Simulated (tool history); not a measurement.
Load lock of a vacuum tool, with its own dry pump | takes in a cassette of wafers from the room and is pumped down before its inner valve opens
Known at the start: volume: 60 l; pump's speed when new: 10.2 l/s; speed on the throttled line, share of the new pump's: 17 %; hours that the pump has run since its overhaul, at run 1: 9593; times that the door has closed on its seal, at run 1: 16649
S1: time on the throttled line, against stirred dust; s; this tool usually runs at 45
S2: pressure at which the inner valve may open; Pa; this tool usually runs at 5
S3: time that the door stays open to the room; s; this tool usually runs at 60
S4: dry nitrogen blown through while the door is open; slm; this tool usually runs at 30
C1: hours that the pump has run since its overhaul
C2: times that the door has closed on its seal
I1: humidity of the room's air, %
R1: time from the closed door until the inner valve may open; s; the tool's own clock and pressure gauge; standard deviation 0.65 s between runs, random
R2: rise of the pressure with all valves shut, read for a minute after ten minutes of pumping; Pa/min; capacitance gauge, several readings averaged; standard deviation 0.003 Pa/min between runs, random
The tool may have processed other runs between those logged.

| run | hour | S1 | S2 | S3 | S4 | C1 | C2 | I1 | R1 | R2 |
|---|---|---|---|---|---|---|---|---|---|---|
| 1 | 0.0 | 45 | 5 | 60 | 30 | 9593 | 16649 | 40.2 | 100.7 | 0.183 |
| 2 | 239.8 | 45 | 5 | 60 | 30 | 9833 | 17356 | 44.2 | 101.4 | 0.188 |
| 3 | 425.8 | 45 | 5 | 60 | 30 | 10019 | 17904 | 44.3 | 101.3 | 0.195 |
| 4 | 568.3 | 45 | 5 | 60 | 30 | 10161 | 18324 | 43.9 | 100.6 | 0.211 |
| 5 | 838.4 | 45 | 5 | 60 | 30 | 10431 | 19120 | 44.0 | 101.3 | 0.211 |
| 6 | 1036.2 | 45 | 5 | 60 | 24 | 10629 | 19703 | 43.8 | 101.3 | 0.222 |
| 7 | 1333.1 | 45 | 5 | 60 | 30 | 10926 | 20578 | 46.2 | 101.0 | 0.241 |
| 8 | 1644.3 | 45 | 5 | 60 | 30 | 11237 | 21496 | 46.0 | 101.4 | 0.249 |
| 9 | 1970.5 | 45 | 5 | 60 | 30 | 11564 | 22457 | 47.0 | 101.4 | 0.257 |
| 10 | 2182.9 | 45 | 5 | 60 | 30 | 11776 | 23083 | 46.5 | 102.3 | 0.274 |
| 11 | 2356.1 | 45 | 5 | 30 | 30 | 11949 | 23594 | 42.4 | 102.0 | 0.272 |
| 12 | 2620.6 | 45 | 5 | 30 | 30 | 12214 | 24374 | 48.3 | 101.9 | 0.285 |
| 13 | 2845.2 | 45 | 5 | 60 | 5 | 12438 | 25036 | 46.4 | 102.4 | 0.322 |
| 14 | 3021.4 | 45 | 5 | 60 | 5 | 12614 | 25555 | 48.8 | 103.7 | 0.339 |
| 15 | 3255.7 | 45 | 5 | 60 | 5 | 12849 | 26245 | 40.0 | 103.1 | 0.332 |
| 16 | 3442.5 | 45 | 5 | 60 | 30 | 13035 | 26796 | 44.2 | 103.5 | 0.325 |
| 17 | 3649.7 | 37 | 10 | 197 | 9 | 13243 | 27407 | 45.2 | 92.4 | 0.396 |
| 18 | 3826.3 | 37 | 10 | 197 | 9 | 13419 | 27927 | 41.9 | 91.0 | 0.396 |
| 19 | 4085.3 | 76 | 10 | 198 | 26 | 13678 | 28691 | 43.9 | 124.3 | 0.395 |
| 20 | 4223.8 | 39 | 5 | 60 | 11 | 13817 | 29099 | 45.3 | 98.3 | 0.378 |
| 21 | 4493.1 | 39 | 5 | 60 | 8 | 14086 | 29893 | 44.0 | 98.8 | 0.399 |
| 22 | 4717.5 | 39 | 5 | 60 | 8 | 14311 | 30555 | 46.2 | 99.3 | 0.410 |
| 23 | 4962.7 | 39 | 5 | 60 | 8 | 14556 | 31277 | 46.1 | 99.2 | 0.432 |
| 24 | 5205.5 | 45 | 5 | 203 | 30 | 14799 | 31993 | 46.9 | 103.0 | 0.448 |
|  | 5364.3 | dry pump taken out, an overhauled one fitted |
| 25 | 5524.7 | 54 | 5 | 101 | 13 | 160 | 32916 | 45.2 | 104.9 | 0.462 |
| 26 | 5657.6 | 55 | 6 | 101 | 13 | 293 | 33308 | 46.4 | 103.6 | 0.483 |
| 27 | 5975.0 | 30 | 9 | 158 | 16 | 611 | 34244 | 46.6 | 80.4 | 0.493 |
| 28 | 6250.2 | 44 | 6 | 158 | 16 | 886 | 35055 | 44.3 | 95.5 | 0.517 |
| 29 | 6429.4 | 44 | 6 | 238 | 15 | 1065 | 35583 | 43.3 | 94.6 | 0.542 |
| 30 | 6609.5 | 85 | 6 | 238 | 15 | 1245 | 36114 | 45.8 | 130.7 | 0.566 |
| 31 | 6829.3 | 85 | 6 | 238 | 15 | 1465 | 36762 | 44.6 | 129.5 | 0.566 |
| 32 | 7049.0 | 45 | 5 | 60 | 30 | 1685 | 37409 | 44.3 | 97.2 | 0.531 |

Take each entry between the runs: how does the hidden state at the last listed run before it differ from the hidden state at the first listed run after it?
In the gap between runs 24 and 25: dry pump taken out, an overhauled one fitted (hour 5364.3)
  pump's speed, % of a new pump's: 87.2 -> 99.6; leak at the door's seal, Pa l/s: 0.3812 -> 0.4017
  measured minus no-state result, R1: +7.8 -> +0.1 s; R2: +0.379 -> +0.399 Pa/min

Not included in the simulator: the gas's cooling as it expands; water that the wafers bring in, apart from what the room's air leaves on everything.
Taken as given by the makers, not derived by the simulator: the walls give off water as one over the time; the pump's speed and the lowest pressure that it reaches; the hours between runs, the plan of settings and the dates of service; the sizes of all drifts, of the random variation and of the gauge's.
